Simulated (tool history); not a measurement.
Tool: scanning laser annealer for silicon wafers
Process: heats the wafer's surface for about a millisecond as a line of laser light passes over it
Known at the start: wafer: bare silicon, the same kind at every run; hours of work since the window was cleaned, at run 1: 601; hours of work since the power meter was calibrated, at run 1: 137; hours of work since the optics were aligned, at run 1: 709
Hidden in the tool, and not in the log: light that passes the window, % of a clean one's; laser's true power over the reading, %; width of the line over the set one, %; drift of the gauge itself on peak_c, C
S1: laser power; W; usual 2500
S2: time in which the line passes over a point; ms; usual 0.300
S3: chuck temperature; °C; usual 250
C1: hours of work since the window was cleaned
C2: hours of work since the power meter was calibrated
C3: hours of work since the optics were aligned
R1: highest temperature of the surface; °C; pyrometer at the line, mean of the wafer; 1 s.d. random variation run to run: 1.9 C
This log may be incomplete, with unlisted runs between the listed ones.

| run | hour | S1 | S2 | S3 | C1 | C2 | C3 | R1 |
|---|---|---|---|---|---|---|---|---|
| 1 | 0.0 | 2500 | 0.300 | 250 | 601 | 137 | 709 | 1063 |
| 2 | 5.5 | 2500 | 0.300 | 250 | 604 | 139 | 712 | 1065 |
| 3 | 13.5 | 2500 | 0.300 | 250 | 607 | 142 | 715 | 1066 |
| 4 | 19.8 | 2500 | 0.300 | 250 | 610 | 145 | 718 | 1061 |
| 5 | 30.0 | 2500 | 0.300 | 250 | 614 | 150 | 722 | 1063 |
| 6 | 35.3 | 2500 | 0.300 | 250 | 617 | 152 | 725 | 1059 |
| 7 | 44.9 | 2500 | 0.300 | 250 | 621 | 156 | 729 | 1056 |
| 8 | 52.9 | 2500 | 0.317 | 250 | 624 | 159 | 732 | 1084 |
| 9 | 60.6 | 2500 | 0.300 | 250 | 628 | 163 | 736 | 1061 |
| 10 | 67.3 | 2500 | 0.378 | 250 | 630 | 166 | 739 | 1167 |
| 11 | 75.8 | 2500 | 0.300 | 250 | 634 | 169 | 742 | 1056 |
| 12 | 80.5 | 2500 | 0.300 | 250 | 636 | 171 | 744 | 1059 |
| 13 | 86.4 | 2500 | 0.300 | 250 | 639 | 174 | 747 | 1060 |
|  | 88.9 | window over the wafer cleaned |
| 14 | 92.8 | 2500 | 0.300 | 250 | 2 | 176 | 749 | 1054 |
| 15 | 99.5 | 2500 | 0.300 | 245 | 5 | 179 | 752 | 1046 |
| 16 | 104.9 | 2500 | 0.300 | 245 | 7 | 181 | 754 | 1051 |
| 17 | 114.4 | 2500 | 0.300 | 287 | 11 | 185 | 758 | 1090 |
|  | 122.2 | window over the wafer cleaned, once more |
| 18 | 122.4 | 2500 | 0.300 | 287 | 0 | 188 | 761 | 1110 |
| 19 | 130.8 | 2500 | 0.300 | 287 | 4 | 191 | 764 | 1111 |
| 20 | 136.1 | 2500 | 0.300 | 287 | 6 | 194 | 767 | 1112 |
| 21 | 143.2 | 2500 | 0.300 | 287 | 9 | 197 | 770 | 1109 |

What will run 22 give?
| 22 | 154.2 | 2409 | 0.300 | 238 | 14 | 202 | 775 | ? |

Run 22 measured R1 1019 °C.
If the tool had no hidden condition, the same run with the same run-to-run variation would have returned R1 1040 °C.
